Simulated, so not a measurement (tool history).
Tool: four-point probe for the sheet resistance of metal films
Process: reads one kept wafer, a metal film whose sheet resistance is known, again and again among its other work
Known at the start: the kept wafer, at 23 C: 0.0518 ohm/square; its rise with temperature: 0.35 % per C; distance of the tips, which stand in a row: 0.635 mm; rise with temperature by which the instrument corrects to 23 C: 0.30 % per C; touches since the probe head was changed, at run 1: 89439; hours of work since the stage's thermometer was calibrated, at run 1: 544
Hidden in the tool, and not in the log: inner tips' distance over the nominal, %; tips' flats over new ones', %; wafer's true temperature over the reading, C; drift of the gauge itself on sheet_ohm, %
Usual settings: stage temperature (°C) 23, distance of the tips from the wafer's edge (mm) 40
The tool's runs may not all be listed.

| run | day | stage temperature (°C) | distance of the tips from the wafer's edge (mm) | touches since the probe head was changed | hours of work since the stage's thermometer was calibrated | sheet resistance as the instrument gives it (ohm/square) |
|---|---|---|---|---|---|---|
| 1 | 0 | 23 | 40 | 89439 | 544 | 0.051813 |
| 2 | 2.925 | 23 | 40 | 91425 | 587 | 0.051829 |
| 3 | 6.358 | 23 | 40 | 93757 | 637 | 0.05182 |
| 4 | 9.362 | 23 | 40 | 95799 | 681 | 0.051814 |
| 5 | 11.492 | 23 | 13 | 97243 | 712 | 0.051876 |
| 6 | 14.108 | 20 | 13 | 99021 | 751 | 0.051786 |
| 7 | 17.642 | 23 | 4 | 101421 | 802 | 0.052509 |
| 8 | 21.092 | 23 | 46 | 103765 | 853 | 0.051811 |
| 9 | 24.221 | 23 | 46 | 105888 | 898 | 0.051801 |
| 10 | 27.033 | 20 | 5 | 107798 | 940 | 0.05216 |

Forecast each of these 3 alternatives for the next run:
| A | 28.525 | 26 | 5 | 108811 | 961 | ? |
| B | 28.525 | 23 | 5 | 108811 | 961 | ? |
| C | 28.525 | 31 | 54 | 108811 | 961 | ? |

| run | sheet resistance as the instrument gives it (ohm/square) |
|---|---|
| A | 0.05235 |
| B | 0.052255 |
| C | 0.05204 |
Without the tool's hidden state the same runs would have given:
| run | sheet resistance as the instrument gives it (ohm/square) |
|---|---|
| A | 0.052347 |
| B | 0.052252 |
| C | 0.052037 |
